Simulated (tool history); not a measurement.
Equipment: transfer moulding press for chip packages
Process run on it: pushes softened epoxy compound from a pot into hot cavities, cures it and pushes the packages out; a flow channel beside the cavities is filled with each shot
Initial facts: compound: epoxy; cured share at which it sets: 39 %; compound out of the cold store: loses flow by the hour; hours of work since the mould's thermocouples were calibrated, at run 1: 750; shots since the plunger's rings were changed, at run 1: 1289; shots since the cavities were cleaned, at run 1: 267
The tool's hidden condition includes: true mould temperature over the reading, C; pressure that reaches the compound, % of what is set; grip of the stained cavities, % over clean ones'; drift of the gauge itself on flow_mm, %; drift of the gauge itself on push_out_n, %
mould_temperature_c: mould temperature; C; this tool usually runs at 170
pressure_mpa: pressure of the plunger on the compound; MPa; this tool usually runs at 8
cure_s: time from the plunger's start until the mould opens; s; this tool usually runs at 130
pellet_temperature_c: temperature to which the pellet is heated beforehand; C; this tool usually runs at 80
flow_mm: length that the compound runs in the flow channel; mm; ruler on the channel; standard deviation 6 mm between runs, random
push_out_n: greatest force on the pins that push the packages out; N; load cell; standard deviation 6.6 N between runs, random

run,day,mould_temperature_c,pressure_mpa,cure_s,pellet_temperature_c,hours of work since the mould's thermocouples were calibrated,shots since the plunger's rings were changed,shots since the cavities were cleaned,incoming compound's hours out of the cold store,flow_mm,push_out_n
1,0,170,8,130,80,750,1289,267,25.9,701,372
# day 0.742: cavities cleaned with cleaning compound and waxed
2,1.4,170,8,130,80,771,1609,157,17.7,737,336
3,2.396,170,8,130,80,786,1847,395,10.1,761,405
# day 2.562: cavities cleaned with cleaning compound and waxed
4,3.833,170,8,130,86,808,2177,304,22.4,723,399
# day 4.412: cavities cleaned with cleaning compound and waxed
5,4.9,170,8,130,73,823,2417,117,19.9,701,323
6,5.804,170,8,130,73,837,2633,333,17.6,720,394
# day 6.283: cavities cleaned with cleaning compound and waxed
7,7.25,170,8,130,79,859,2964,232,36.7,668,358
# day 7.862: mould's thermocouples calibrated
8,7.992,170,8,130,79,2,3121,389,39.7,640,428
# day 8.208: cavities cleaned with cleaning compound and waxed
# day 9.008: plunger's sealing rings changed
9,9.083,170,8,130,78,16,18,185,38.8,690,360
10,9.704,170,8,130,78,26,167,334,46,651,404
# day 10.158: cavities cleaned with cleaning compound and waxed
11,10.638,175,6.15,115,88,39,375,115,13.1,668,323
12,11.383,162,7.15,132,76,51,553,293,21.2,739,618
# day 11.95: cavities cleaned with cleaning compound and waxed
13,12.133,162,7.15,132,76,62,717,43,34.2,685,409
14,13.558,177,8.34,133,80,84,1059,385,41.2,657,391
# day 13.829: cavities cleaned with cleaning compound and waxed
15,14.242,170,8,130,80,93,1207,99,19.5,758,318
16,15.1,170,8,130,80,107,1413,305,10,786,419
# day 15.683: cavities cleaned with cleaning compound and waxed
17,16.025,167,9.96,130,80,120,1618,81,12.7,877,350
18,17.1,177,8.16,130,77,137,1876,339,42.8,639,379
# day 17.525: cavities cleaned with cleaning compound and waxed
19,18.138,174,7.77,146,75,152,2109,146,43,618,317

Results per run with the tool's hidden condition removed, run-to-run variation unchanged:
run,flow_mm,push_out_n
1,728,264
2,770,272
3,800,268
4,764,276
5,745,273
6,769,268
7,718,265
8,682,267
9,691,263
10,655,259
11,674,258
12,749,410
13,696,374
14,672,244
15,778,261
16,809,277
17,907,295
18,664,243
19,647,249

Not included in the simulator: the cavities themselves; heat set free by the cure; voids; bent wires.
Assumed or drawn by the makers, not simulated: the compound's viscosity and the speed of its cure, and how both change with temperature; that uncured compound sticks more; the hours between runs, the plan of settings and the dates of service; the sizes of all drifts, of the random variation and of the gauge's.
